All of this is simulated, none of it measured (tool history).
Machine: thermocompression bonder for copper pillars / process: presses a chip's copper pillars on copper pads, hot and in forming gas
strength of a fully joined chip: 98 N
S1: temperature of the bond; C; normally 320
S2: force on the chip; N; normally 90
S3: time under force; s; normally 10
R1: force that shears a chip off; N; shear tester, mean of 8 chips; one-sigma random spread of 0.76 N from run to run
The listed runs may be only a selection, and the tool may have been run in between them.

run,hour,S1,S2,S3,R1
1,0.0,320,90,10,52.8
2,32.9,320,90,10,53.4
3,90.8,320,90,10,52.7
4,128.7,320,90,10,51.4
5,162.7,299,90,10,43.7
6,209.2,299,90,10,43.6
7,262.1,320,60,10,39.9
8,312.6,320,95,10,51.4
# hour 319.0: forming gas filter changed
9,363.6,320,95,10,55.6
10,402.6,320,90,10,52.4
11,444.4,320,71,10,45.2
12,497.2,310,90,10,49.0
13,554.4,293,80,10,37.5
14,584.0,334,86,10,54.4
# hour 634.0: force cell calibrated
15,649.0,324,95,5,43.5
16,712.8,320,73,18,56.1
17,762.2,303,91,9,44.6
18,798.7,290,116,27,62.8
19,826.1,290,116,27,63.4
20,869.6,290,116,27,63.7

What will run 21 give?
21,929.6,290,78,12,?

Run 21 gave R1 38.6 N.
Take away the tool's hidden state, keep the run-to-run variation as it was, and the same run would have given R1 44.7 N.
